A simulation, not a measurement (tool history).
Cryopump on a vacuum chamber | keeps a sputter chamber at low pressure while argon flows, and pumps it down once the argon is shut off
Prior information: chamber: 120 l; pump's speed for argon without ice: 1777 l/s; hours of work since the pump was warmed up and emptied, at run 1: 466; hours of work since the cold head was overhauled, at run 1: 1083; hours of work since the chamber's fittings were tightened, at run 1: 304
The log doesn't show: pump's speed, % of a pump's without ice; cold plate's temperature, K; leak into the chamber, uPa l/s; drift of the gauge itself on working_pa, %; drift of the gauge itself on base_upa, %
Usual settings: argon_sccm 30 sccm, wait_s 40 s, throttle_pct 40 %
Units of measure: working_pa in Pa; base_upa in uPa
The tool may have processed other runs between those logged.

run      day  argon_sccm  wait_s  throttle_pct  hours of work since the pump was warmed up and emptied  hours of work since the cold head was overhauled  hours of work since the chamber's fittings were tightened  working_pa  base_upa
  1        0          30      40            40                                                     466                                              1083                                                        304      0.0842         2
  2    3.733          30      40            46                                                     521                                              1138                                                        358      0.0764      2.04
       6.458  -- pump warmed up, emptied and cooled again
  3    8.229          30      26            40                                                      26                                              1201                                                        421      0.0727      2.84
  4   10.958          30      40            16                                                      66                                              1241                                                        461      0.1794      1.93
  5   12.729          30      40            37                                                      92                                              1267                                                        488      0.0804      1.94
  6       15          30      40            37                                                     126                                              1301                                                        521      0.0799      1.93
  7   18.292          30      40            37                                                     174                                              1349                                                        569      0.0806      1.97
  8    21.55          30      40            37                                                     222                                              1397                                                        617      0.0823      1.97
  9   25.062          30      40            40                                                     273                                              1449                                                        669      0.0776      2.04
 10   26.917          29      40            40                                                     301                                              1476                                                        696      0.0751      2.05
 11   28.867          30      40            40                                                     329                                              1504                                                        725      0.0796         2
 12   31.196          30      40            40                                                     364                                              1539                                                        759        0.08      2.04
 13   34.817          30      40            40                                                     417                                              1592                                                        812      0.0818      2.09
 14   37.892          30      40            40                                                     462                                              1637                                                        857      0.0827      2.17
 15    40.65          30      40            40                                                     502                                              1678                                                        898      0.0839      2.16
      44.633  -- pump warmed up, emptied and cooled again
 16   44.633          30      40            40                                                       0                                              1733                                                        953      0.0714      1.98
 17   47.221          30      40            40                                                      38                                              1771                                                        991      0.0729      1.98
 18   50.533          60     105            47                                                      87                                              1820                                                       1040      0.1257      1.02
 19   52.662          36      52            35                                                     118                                              1851                                                       1071      0.1014      1.65
 20   55.179          36      52            55                                                     155                                              1888                                                       1108      0.0661      1.71
 21   59.142          30      40            23                                                     213                                              1946                                                       1166      0.1288      2.15
      59.808  -- leaking fittings of the chamber tightened, without venting
 22   63.346          30      41            16                                                     274                                              2007                                                         52      0.1853      1.87
 23   65.912          13      40            17                                                     311                                              2045                                                         90      0.0769      1.94
 24   69.954          28      40            31                                                     371                                              2104                                                        149      0.0942      1.92
 25    73.45          28      40            31                                                     422                                              2155                                                        200      0.0967      1.94
 26   77.133          28      40            31                                                     476                                              2209                                                        255      0.0954      1.96
 27   80.008          26      26            18                                                     519                                              2252                                                        297      0.1501      2.85
 28   82.188          18      38            30                                                     551                                              2284                                                        329      0.0677       2.1
      83.183  -- pump warmed up, emptied and cooled again
 29   84.225          18      38            29                                                      15                                              2311                                                        356      0.0591      1.98
 30   87.146          17      29            52                                                      58                                              2353                                                        399      0.0328      2.53
 31   90.904          17      29            52                                                     113                                              2409                                                        454      0.0328      2.65
 32   93.733          26      25            15                                                     155                                              2450                                                        495      0.1683      2.93
 33   95.992          30     101            56                                                     188                                              2483                                                        529      0.0553      0.95
 34  100.246          15     268            55                                                     251                                              2546                                                        591      0.0294      0.59

Alternative continuations, all from the tool just after run 34; predict every row:
  A  103.458          30     171            40                                                     298                                              2593                                                        638           ?         ?
  B  103.458          15     104            55                                                     298                                              2593                                                        638           ?         ?
  C  103.458          30      47            30                                                     298                                              2593                                                        638           ?         ?
  D  103.458          30      40            49                                                     298                                              2593                                                        638           ?         ?

run  working_pa  base_upa
  A      0.0775      0.79
  B      0.0295      1.01
  C      0.1021      1.82
  D      0.0657      2.02
The same runs, with their run-to-run variation unchanged, on a tool lacking any hidden condition would have given:
run  working_pa  base_upa
  A      0.0705      0.58
  B       0.026       0.8
  C      0.0952      1.61
  D      0.0587      1.81

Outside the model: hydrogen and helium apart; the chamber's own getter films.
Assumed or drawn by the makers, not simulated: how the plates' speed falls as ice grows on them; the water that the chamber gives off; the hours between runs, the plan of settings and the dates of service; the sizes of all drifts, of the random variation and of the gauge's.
